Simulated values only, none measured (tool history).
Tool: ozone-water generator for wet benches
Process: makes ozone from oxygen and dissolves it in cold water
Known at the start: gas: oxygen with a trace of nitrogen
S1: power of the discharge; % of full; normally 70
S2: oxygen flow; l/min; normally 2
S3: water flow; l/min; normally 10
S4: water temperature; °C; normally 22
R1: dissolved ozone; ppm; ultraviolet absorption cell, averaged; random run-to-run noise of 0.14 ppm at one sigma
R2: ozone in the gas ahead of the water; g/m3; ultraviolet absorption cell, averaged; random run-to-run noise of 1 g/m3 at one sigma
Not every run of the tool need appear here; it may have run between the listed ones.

| run | hour | S1 | S2 | S3 | S4 | R1 | R2 |
|---|---|---|---|---|---|---|---|
| 1 | 0 | 70 | 2 | 10 | 22 | 17.2 | 174.7 |
| 2 | 94 | 70 | 2 | 10 | 22 | 17 | 175.7 |
| 3 | 158.4 | 70 | 2 | 10 | 22 | 17.1 | 174.8 |
| 4 | 234.1 | 70 | 2 | 10 | 22 | 17.1 | 176.3 |
| 5 | 278 | 70 | 2 | 10 | 22 | 17.1 | 174.8 |
| 6 | 368.5 | 70 | 2 | 10 | 22 | 16.9 | 174.9 |
| 7 | 414 | 70 | 2 | 10 | 22 | 17.1 | 175.5 |
| 8 | 491.2 | 70 | 2 | 10 | 22 | 17.4 | 173.3 |
| 9 | 572.1 | 70 | 2 | 7 | 28 | 19.9 | 174.5 |
| 10 | 626.4 | 78 | 2 | 14 | 22 | 14.2 | 190.1 |
| 11 | 679 | 58 | 1.46 | 8 | 14 | 19.8 | 185.2 |
| 12 | 770.3 | 58 | 1.46 | 6 | 19 | 22.9 | 185.6 |
| 13 | 816.9 | 58 | 1.46 | 6 | 19 | 23.3 | 184.6 |
| 14 | 886 | 58 | 1.46 | 6 | 19 | 22.8 | 185.3 |

3 options for the next run, each taken on its own from the tool as it stands now. Forecast them:
|  | 929.7 | water thermometer calibrated |
| A | 932.9 | 69 | 2 | 14 | 22 | ? | ? |
|  | 929.7 | water thermometer calibrated |
| B | 932.9 | 53 | 1.99 | 6 | 19 | ? | ? |
|  | 929.7 | water thermometer calibrated |
| C | 932.9 | 58 | 1.29 | 6 | 19 | ? | ? |

| run | R1 | R2 |
|---|---|---|
| A | 13 | 171.7 |
| B | 20.4 | 138.7 |
| C | 23.8 | 200.6 |
The same runs, with their run-to-run variation unchanged, on a tool lacking any hidden condition would have given:
| run | R1 | R2 |
|---|---|---|
| A | 13 | 174.6 |
| B | 20.4 | 141.1 |
| C | 23.8 | 204.1 |
